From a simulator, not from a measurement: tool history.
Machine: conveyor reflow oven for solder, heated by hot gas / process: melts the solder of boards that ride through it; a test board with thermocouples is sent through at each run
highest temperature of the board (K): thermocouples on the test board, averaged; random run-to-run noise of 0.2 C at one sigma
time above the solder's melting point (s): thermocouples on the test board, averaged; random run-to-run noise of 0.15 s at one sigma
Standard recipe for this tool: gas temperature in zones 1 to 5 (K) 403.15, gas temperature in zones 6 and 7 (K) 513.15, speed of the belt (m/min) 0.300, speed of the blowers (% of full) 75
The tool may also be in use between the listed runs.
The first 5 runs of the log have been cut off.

run,hour,gas temperature in zones 1 to 5 (K),gas temperature in zones 6 and 7 (K),speed of the belt (m/min),speed of the blowers (% of full),highest temperature of the board (K),time above the solder's melting point (s)
6,205.2,403.15,513.15,0.300,75,498.45,97.0
# hour 249.7: flux residue cleaned out of gas plates and filters, once more
7,249.7,403.15,513.15,0.300,75,500.95,98.9
8,280.9,403.15,527.15,0.300,75,513.65,108.9
9,314.2,403.15,527.15,0.300,75,513.65,108.6
10,349.0,403.15,527.15,0.300,75,513.65,108.5
11,396.1,393.15,513.15,0.300,75,499.05,93.0
12,421.7,393.15,513.15,0.300,75,498.85,93.0
13,460.7,393.15,513.15,0.300,75,498.65,93.0
# hour 503.1: thermocouples of zones 6 and 7 changed
14,511.6,403.15,513.15,0.300,75,500.95,99.4
15,566.7,403.15,527.15,0.300,75,513.95,109.3
16,622.4,403.15,506.15,0.300,75,494.55,93.0
17,668.8,403.15,506.15,0.315,81,493.55,87.6
18,694.1,401.15,513.15,0.300,62,498.25,95.1
# hour 709.7: flux residue cleaned out of gas plates and filters
19,757.4,401.15,513.15,0.300,78,501.65,99.6
20,796.8,389.15,528.15,0.248,75,519.35,131.1
21,847.0,403.15,512.15,0.278,85,503.25,110.9
22,882.7,403.15,512.15,0.278,85,503.05,110.9
23,911.4,411.15,513.15,0.300,75,501.65,104.3
24,943.3,389.15,526.15,0.300,74,511.15,102.4
25,978.1,409.15,513.15,0.290,87,503.65,109.2
26,1010.2,409.15,513.15,0.290,87,503.65,109.0
27,1061.5,417.15,504.15,0.324,82,493.25,91.9
# hour 1106.3: belt drive overhauled, speed set with a stopwatch
28,1113.4,417.15,511.15,0.324,63,496.15,92.7
# hour 1170.4: flux residue cleaned out of gas plates and filters
29,1175.6,404.15,502.15,0.299,63,488.75,86.6
30,1225.9,404.15,502.15,0.299,63,488.45,86.3

Alternative continuations, all from the tool just after run 30; predict every row:
A,1258.2,403.15,506.15,0.300,75,?,?
B,1258.2,403.15,518.15,0.300,63,?,?
C,1258.2,415.15,502.15,0.299,63,?,?
D,1258.2,404.15,502.15,0.329,63,?,?

run,highest temperature of the board (K),time above the solder's melting point (s)
A,493.85,92.8
B,502.75,100.1
C,489.85,94.2
D,485.85,73.9
What these runs would have given with no unlogged condition in the tool:
run,highest temperature of the board (K),time above the solder's melting point (s)
A,495.05,93.9
B,503.95,100.9
C,490.95,95.3
D,486.95,75.3
